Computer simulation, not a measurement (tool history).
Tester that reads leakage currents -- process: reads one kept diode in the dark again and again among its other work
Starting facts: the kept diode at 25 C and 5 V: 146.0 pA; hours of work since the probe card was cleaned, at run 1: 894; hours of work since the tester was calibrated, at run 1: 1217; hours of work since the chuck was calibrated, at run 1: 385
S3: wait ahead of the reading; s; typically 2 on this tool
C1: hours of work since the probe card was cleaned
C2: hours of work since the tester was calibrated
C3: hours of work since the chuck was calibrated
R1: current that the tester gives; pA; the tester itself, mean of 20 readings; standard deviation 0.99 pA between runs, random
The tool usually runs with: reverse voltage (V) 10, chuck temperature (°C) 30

run 1 day=0 | reverse_voltage_(V)=10 chuck_temperature_(°C)=30 S3=2 | C1=894 C2=1217 C3=385 | R1=348.72
run 2 day=1.567 | reverse_voltage_(V)=10 chuck_temperature_(°C)=30 S3=2 | C1=912 C2=1236 C3=404 | R1=349.87
run 3 day=2.946 | reverse_voltage_(V)=10 chuck_temperature_(°C)=30 S3=2 | C1=928 C2=1252 C3=420 | R1=351.25
run 4 day=5.521 | reverse_voltage_(V)=10 chuck_temperature_(°C)=30 S3=0.32 | C1=958 C2=1282 C3=450 | R1=356.26
run 5 day=7.625 | reverse_voltage_(V)=13.1 chuck_temperature_(°C)=30 S3=0.32 | C1=983 C2=1307 C3=474 | R1=419.63
run 6 day=9.125 | reverse_voltage_(V)=13.1 chuck_temperature_(°C)=30 S3=0.32 | C1=1000 C2=1324 C3=492 | R1=422.96
run 7 day=10.95 | reverse_voltage_(V)=13.1 chuck_temperature_(°C)=30 S3=0.32 | C1=1022 C2=1346 C3=513 | R1=424.31
run 8 day=13.45 | reverse_voltage_(V)=13.1 chuck_temperature_(°C)=30 S3=0.32 | C1=1051 C2=1375 C3=543 | R1=425.29
run 9 day=15.017 | reverse_voltage_(V)=1.6 chuck_temperature_(°C)=42 S3=2 | C1=1069 C2=1393 C3=561 | R1=298.29
run 10 day=16.762 | reverse_voltage_(V)=17.9 chuck_temperature_(°C)=30 S3=2 | C1=1090 C2=1414 C3=581 | R1=512.23
run 11 day=19.5 | reverse_voltage_(V)=17.9 chuck_temperature_(°C)=44 S3=3.2 | C1=1122 C2=1446 C3=613 | R1=1462.19
run 12 day=21.708 | reverse_voltage_(V)=17.9 chuck_temperature_(°C)=44 S3=3.2 | C1=1148 C2=1471 C3=639 | R1=1457.81
run 13 day=24.329 | reverse_voltage_(V)=17.9 chuck_temperature_(°C)=44 S3=3.2 | C1=1178 C2=1502 C3=670 | R1=1466.48
run 14 day=26.262 | reverse_voltage_(V)=17.9 chuck_temperature_(°C)=51 S3=1.47 | C1=1201 C2=1525 C3=692 | R1=2411.88
run 15 day=28.104 | reverse_voltage_(V)=2 chuck_temperature_(°C)=30 S3=6.36 | C1=1222 C2=1546 C3=714 | R1=141.31
run 16 day=30.396 | reverse_voltage_(V)=2 chuck_temperature_(°C)=30 S3=6.36 | C1=1249 C2=1573 C3=741 | R1=141.18

What if the next run were any one of these 5? Each begins from the tool's condition after run 16:
run A day=32.979 | reverse_voltage_(V)=1.9 chuck_temperature_(°C)=30 S3=4.3 | C1=1279 C2=1603 C3=771 | R1=?
run B day=32.979 | reverse_voltage_(V)=2 chuck_temperature_(°C)=30 S3=6.07 | C1=1279 C2=1603 C3=771 | R1=?
run C day=32.979 | reverse_voltage_(V)=1.2 chuck_temperature_(°C)=40 S3=1.57 | C1=1279 C2=1603 C3=771 | R1=?
run D day=32.979 | reverse_voltage_(V)=1.5 chuck_temperature_(°C)=30 S3=6.36 | C1=1279 C2=1603 C3=771 | R1=?
run E day=32.979 | reverse_voltage_(V)=10 chuck_temperature_(°C)=30 S3=1.05 | C1=1279 C2=1603 C3=771 | R1=?

run=A R1=138.47
run=B R1=143.06
run=C R1=224.87
run=D R1=120.2
run=E R1=373.3
Without the tool's hidden state the same runs would have given:
run=A R1=122.94
run=B R1=127.01
run=C R1=201.28
run=D R1=106.75
run=E R1=330.64

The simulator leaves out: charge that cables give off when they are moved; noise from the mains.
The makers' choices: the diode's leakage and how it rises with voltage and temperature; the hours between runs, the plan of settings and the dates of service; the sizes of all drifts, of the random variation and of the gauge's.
